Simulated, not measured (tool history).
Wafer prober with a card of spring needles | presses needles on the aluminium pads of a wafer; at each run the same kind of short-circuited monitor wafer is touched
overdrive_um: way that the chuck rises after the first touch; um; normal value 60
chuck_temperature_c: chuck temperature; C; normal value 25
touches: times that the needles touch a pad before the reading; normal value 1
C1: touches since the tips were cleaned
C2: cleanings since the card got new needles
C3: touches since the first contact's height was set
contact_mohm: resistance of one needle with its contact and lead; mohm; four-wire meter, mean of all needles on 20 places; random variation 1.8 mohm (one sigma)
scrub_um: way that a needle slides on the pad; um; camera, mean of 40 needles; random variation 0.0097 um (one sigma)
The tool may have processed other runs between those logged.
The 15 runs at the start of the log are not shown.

{"hour": 94.3, "done": "tips cleaned on abrasive film"}
{"run": 16, "hour": 96.4, "overdrive_um": 60, "chuck_temperature_c": 25, "touches": 2, "C1": 511, "C2": 17, "C3": 110091, "contact_mohm": 201, "scrub_um": 7.669}
{"run": 17, "hour": 102.0, "overdrive_um": 60, "chuck_temperature_c": 25, "touches": 2, "C1": 1861, "C2": 17, "C3": 111441, "contact_mohm": 220, "scrub_um": 7.673}
{"run": 18, "hour": 111.9, "overdrive_um": 60, "chuck_temperature_c": 28, "touches": 2, "C1": 4260, "C2": 17, "C3": 113840, "contact_mohm": 244, "scrub_um": 7.663}
{"hour": 118.5, "done": "tips cleaned on abrasive film"}
{"run": 19, "hour": 121.0, "overdrive_um": 60, "chuck_temperature_c": 25, "touches": 2, "C1": 601, "C2": 18, "C3": 116035, "contact_mohm": 211, "scrub_um": 7.681}
{"run": 20, "hour": 127.2, "overdrive_um": 56, "chuck_temperature_c": 25, "touches": 2, "C1": 2098, "C2": 18, "C3": 117532, "contact_mohm": 236, "scrub_um": 7.158}
{"run": 21, "hour": 135.9, "overdrive_um": 42, "chuck_temperature_c": 112, "touches": 1, "C1": 4219, "C2": 18, "C3": 119653, "contact_mohm": 357, "scrub_um": 5.325}
{"hour": 142.8, "done": "tips cleaned on abrasive film"}
{"run": 22, "hour": 143.1, "overdrive_um": 67, "chuck_temperature_c": 25, "touches": 2, "C1": 64, "C2": 19, "C3": 121374, "contact_mohm": 202, "scrub_um": 8.577}
{"run": 23, "hour": 147.2, "overdrive_um": 67, "chuck_temperature_c": 25, "touches": 2, "C1": 1059, "C2": 19, "C3": 122369, "contact_mohm": 209, "scrub_um": 8.578}
{"run": 24, "hour": 157.0, "overdrive_um": 60, "chuck_temperature_c": 25, "touches": 2, "C1": 3448, "C2": 19, "C3": 124758, "contact_mohm": 242, "scrub_um": 7.661}
{"run": 25, "hour": 165.6, "overdrive_um": 60, "chuck_temperature_c": 25, "touches": 2, "C1": 5536, "C2": 19, "C3": 126846, "contact_mohm": 256, "scrub_um": 7.666}
{"hour": 166.9, "done": "tips cleaned on abrasive film"}
{"run": 26, "hour": 174.9, "overdrive_um": 71, "chuck_temperature_c": 87, "touches": 2, "C1": 1944, "C2": 20, "C3": 129078, "contact_mohm": 229, "scrub_um": 9.077}
{"run": 27, "hour": 180.4, "overdrive_um": 68, "chuck_temperature_c": 87, "touches": 2, "C1": 3273, "C2": 20, "C3": 130407, "contact_mohm": 238, "scrub_um": 8.686}
{"run": 28, "hour": 189.3, "overdrive_um": 45, "chuck_temperature_c": 40, "touches": 2, "C1": 5443, "C2": 20, "C3": 132577, "contact_mohm": 294, "scrub_um": 5.72}
{"hour": 191.5, "done": "tips cleaned on abrasive film"}
{"run": 29, "hour": 195.2, "overdrive_um": 55, "chuck_temperature_c": 61, "touches": 1, "C1": 891, "C2": 21, "C3": 133968, "contact_mohm": 242, "scrub_um": 6.989}
{"run": 30, "hour": 200.5, "overdrive_um": 55, "chuck_temperature_c": 61, "touches": 1, "C1": 2192, "C2": 21, "C3": 135269, "contact_mohm": 269, "scrub_um": 7.012}
{"run": 31, "hour": 210.1, "overdrive_um": 78, "chuck_temperature_c": 25, "touches": 2, "C1": 4522, "C2": 21, "C3": 137599, "contact_mohm": 228, "scrub_um": 9.968}
{"run": 32, "hour": 215.2, "overdrive_um": 59, "chuck_temperature_c": 118, "touches": 1, "C1": 5757, "C2": 21, "C3": 138834, "contact_mohm": 311, "scrub_um": 7.511}
{"hour": 215.9, "done": "tips cleaned on abrasive film"}
{"run": 33, "hour": 219.9, "overdrive_um": 53, "chuck_temperature_c": 80, "touches": 2, "C1": 966, "C2": 22, "C3": 139935, "contact_mohm": 230, "scrub_um": 6.735}
{"run": 34, "hour": 229.6, "overdrive_um": 52, "chuck_temperature_c": 32, "touches": 3, "C1": 3325, "C2": 22, "C3": 142294, "contact_mohm": 233, "scrub_um": 6.606}
{"run": 35, "hour": 237.1, "overdrive_um": 55, "chuck_temperature_c": 113, "touches": 2, "C1": 5146, "C2": 22, "C3": 144115, "contact_mohm": 271, "scrub_um": 6.997}
{"hour": 239.9, "done": "tips cleaned on abrasive film"}
{"run": 36, "hour": 242.1, "overdrive_um": 55, "chuck_temperature_c": 113, "touches": 2, "C1": 532, "C2": 23, "C3": 145316, "contact_mohm": 229, "scrub_um": 6.988}

3 options for the next run, each taken on its own from the tool as it stands now. Forecast them:
{"run": "A", "hour": 250.0, "overdrive_um": 60, "chuck_temperature_c": 28, "touches": 1, "C1": 2445, "C2": 23, "C3": 147229, "contact_mohm": "?", "scrub_um": "?"}
{"run": "B", "hour": 250.0, "overdrive_um": 52, "chuck_temperature_c": 113, "touches": 1, "C1": 2445, "C2": 23, "C3": 147229, "contact_mohm": "?", "scrub_um": "?"}
{"run": "C", "hour": 250.0, "overdrive_um": 75, "chuck_temperature_c": 42, "touches": 1, "C1": 2445, "C2": 23, "C3": 147229, "contact_mohm": "?", "scrub_um": "?"}

run=A contact_mohm=257 scrub_um=7.640
run=B contact_mohm=289 scrub_um=6.607
run=C contact_mohm=239 scrub_um=9.578
Had the tool no hidden state, the same runs would have come out as:
run=A contact_mohm=193 scrub_um=7.763
run=B contact_mohm=218 scrub_um=6.731
run=C contact_mohm=194 scrub_um=9.702

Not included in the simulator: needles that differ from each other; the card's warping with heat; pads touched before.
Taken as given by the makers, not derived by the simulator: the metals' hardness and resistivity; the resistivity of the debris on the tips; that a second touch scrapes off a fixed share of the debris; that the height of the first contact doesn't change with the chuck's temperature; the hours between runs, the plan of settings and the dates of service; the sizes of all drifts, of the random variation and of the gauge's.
